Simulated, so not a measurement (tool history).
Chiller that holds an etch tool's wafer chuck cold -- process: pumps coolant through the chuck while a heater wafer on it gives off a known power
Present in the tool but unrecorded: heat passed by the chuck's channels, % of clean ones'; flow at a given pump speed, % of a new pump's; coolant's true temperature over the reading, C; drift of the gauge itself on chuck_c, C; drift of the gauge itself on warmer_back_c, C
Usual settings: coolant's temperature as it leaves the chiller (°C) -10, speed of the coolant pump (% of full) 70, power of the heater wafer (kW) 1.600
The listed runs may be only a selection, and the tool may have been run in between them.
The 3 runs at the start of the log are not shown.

run,day,coolant's temperature as it leaves the chiller (°C),speed of the coolant pump (% of full),power of the heater wafer (kW),hours since the coolant was changed and the channels were flushed,hours since the pump was overhauled,hours since the chiller's thermometer was calibrated,chuck's temperature once it has settled (°C),how much warmer the coolant comes back (C)
4,4.304,-17,70,1.600,4230,543,4666,-1.5,7.62
5,5.938,-17,70,1.600,4269,583,4705,-1.6,7.69
6,7.025,-17,70,1.600,4295,609,4731,-1.6,7.68
7,8.229,-17,70,1.600,4324,638,4760,-1.4,7.63
8,10.008,-17,70,1.600,4367,680,4803,-1.5,7.67
9,11.112,-17,70,1.600,4393,707,4829,-1.7,7.63
10,12.871,-17,70,1.600,4435,749,4872,-1.7,7.69
11,14.438,-17,70,1.600,4473,787,4909,-1.6,7.68
12,16.258,-10,87,1.600,4517,830,4953,3.4,6.25
13,18.167,-10,87,1.600,4562,876,4999,3.6,6.23
14,19.246,-10,98,1.600,4588,902,5025,2.1,5.52
15,20.633,-10,98,1.600,4622,935,5058,2.4,5.49
16,22.517,-10,98,1.600,4667,981,5103,2.4,5.50
17,24.258,-3,98,1.600,4709,1022,5145,9.3,5.55
18,26.367,-3,98,1.870,4759,1073,5196,11.6,6.55
19,27.888,-3,98,1.870,4796,1109,5232,11.5,6.48

For run 20, what comes out?
20,28.983,-3,98,1.870,4822,1136,5258,?,?

{"run 20": {"chuck's temperature once it has settled (°C)": 11.6, "how much warmer the coolant comes back (C)": 6.48}}
Were there no unlogged condition in the tool, this run, its random variation unchanged, would have produced chuck's temperature once it has settled (°C) 10.9, how much warmer the coolant comes back (C) 6.34.

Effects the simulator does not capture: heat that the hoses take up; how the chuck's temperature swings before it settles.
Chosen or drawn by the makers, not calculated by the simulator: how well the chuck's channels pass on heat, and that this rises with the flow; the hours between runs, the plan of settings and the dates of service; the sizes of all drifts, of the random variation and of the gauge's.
